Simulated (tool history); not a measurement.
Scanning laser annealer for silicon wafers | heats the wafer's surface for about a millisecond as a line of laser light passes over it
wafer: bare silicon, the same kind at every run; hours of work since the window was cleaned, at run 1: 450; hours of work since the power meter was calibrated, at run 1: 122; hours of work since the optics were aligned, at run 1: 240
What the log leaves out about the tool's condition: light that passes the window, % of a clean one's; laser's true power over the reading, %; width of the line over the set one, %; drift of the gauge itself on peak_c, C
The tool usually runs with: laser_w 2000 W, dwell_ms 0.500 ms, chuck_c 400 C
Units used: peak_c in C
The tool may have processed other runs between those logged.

run   hour  laser_w  dwell_ms  chuck_c  hours of work since the window was cleaned  hours of work since the power meter was calibrated  hours of work since the optics were aligned  peak_c
  1    0.0     2000     0.500      400                                         450                                                 122                                          240    1172
  2    7.5     2167     0.500      400                                         453                                                 125                                          243    1258
  3   22.2     2167     0.500      400                                         459                                                 131                                          249    1259
  4   32.2     2167     0.500      400                                         463                                                 135                                          254    1260
  5   38.7     1810     0.500      400                                         466                                                 138                                          256    1077
  6   49.0     2000     0.500      400                                         470                                                 142                                          261    1171
  7   63.0     2000     0.500      400                                         476                                                 148                                          267    1168
  8   74.2     2000     0.500      400                                         481                                                 153                                          272    1172
      77.5  -- window over the wafer cleaned
  9   87.9     2000     0.500      400                                           4                                                 158                                          277    1166
 10   95.6     2000     0.500      400                                           8                                                 161                                          280    1165
 11  111.0     2000     0.529      400                                          14                                                 168                                          286    1189
 12  120.8     2149     0.529      397                                          18                                                 172                                          290    1267
 13  134.5     2149     0.529      397                                          24                                                 178                                          296    1267
 14  150.5     2149     0.529      397                                          31                                                 185                                          303    1263
 15  158.9     1966     0.500      369                                          35                                                 188                                          307    1112
     163.0  -- window over the wafer cleaned, once more
 16  169.7     2000     0.391      407                                           3                                                 192                                          310    1078

Run 17, settings as shown, results not yet in. Your forecast:
 17  178.9     1852     0.510      400                                           7                                                 196                                          314       ?

{"run 17": {"peak_c": 1111}}
Had the tool carried no hidden state, the very same run would have given peak_c 1121 C.
